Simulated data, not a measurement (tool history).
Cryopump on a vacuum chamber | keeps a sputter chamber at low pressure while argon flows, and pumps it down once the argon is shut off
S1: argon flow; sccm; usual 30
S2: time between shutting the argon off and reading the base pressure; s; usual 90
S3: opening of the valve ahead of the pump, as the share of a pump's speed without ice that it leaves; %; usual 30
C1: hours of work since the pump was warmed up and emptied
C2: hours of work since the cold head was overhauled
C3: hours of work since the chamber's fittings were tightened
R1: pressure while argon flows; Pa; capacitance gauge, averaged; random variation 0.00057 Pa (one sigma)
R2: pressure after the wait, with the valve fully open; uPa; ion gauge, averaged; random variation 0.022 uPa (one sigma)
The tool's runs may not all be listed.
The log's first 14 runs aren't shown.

run	hour	S1	S2	S3	C1	C2	C3	R1	R2
15	780	50	134	30	360	1098	778	0.1245	1.75
16	817.2	50	134	30	385	1123	803	0.1256	1.83
17	866.4	50	78	30	418	1156	836	0.1264	2.15
18	923.1	17	47	35	457	1195	874	0.0374	2.64
19	1002.3	33	186	33	510	1248	927	0.0774	2.05
20	1063.2	32	209	45	551	1289	968	0.0571	2.14
21	1118.2	55	56	45	588	1325	1005	0.1005	2.86
22	1180.4	55	263	45	629	1367	1047	0.1	2.38
23	1256.4	30	207	26	680	1418	1098	0.09	2.52
24	1302.9	14	108	30	712	1450	1129	0.038	2.91
# hour 1342.5: pump warmed up, emptied and cooled again
# hour 1344.5: leaking fittings of the chamber tightened, without venting
25	1366.2	14	54	21	15	1487	15	0.0465	1.06
26	1429	14	41	23	57	1529	57	0.042	1.44
27	1503.2	13	41	16	107	1579	107	0.0586	1.46
28	1550.3	19	119	57	138	1611	138	0.0244	0.75
29	1627.6	19	119	57	190	1663	190	0.0252	0.87
30	1680.6	30	90	19	226	1698	226	0.1142	1.05
31	1752	30	189	19	274	1746	274	0.1145	0.88
32	1828.2	30	189	19	325	1797	325	0.1144	0.96
33	1904.4	14	90	32	376	1849	376	0.0326	1.32

4 ways to go on from here, each from the tool as it stands after run 33. What would each give?
A	1961.8	50	183	42	414	1887	414	?	?
B	1961.8	35	149	45	414	1887	414	?	?
C	1961.8	19	90	32	414	1887	414	?	?
D	1961.8	30	33	30	414	1887	414	?	?

run	R1	R2
A	0.0925	1.17
B	0.0611	1.19
C	0.0452	1.42
D	0.0762	2.34
Without the tool's hidden state the same runs would have given:
run	R1	R2
A	0.0842	0.41
B	0.0553	0.44
C	0.042	0.66
D	0.0712	1.58
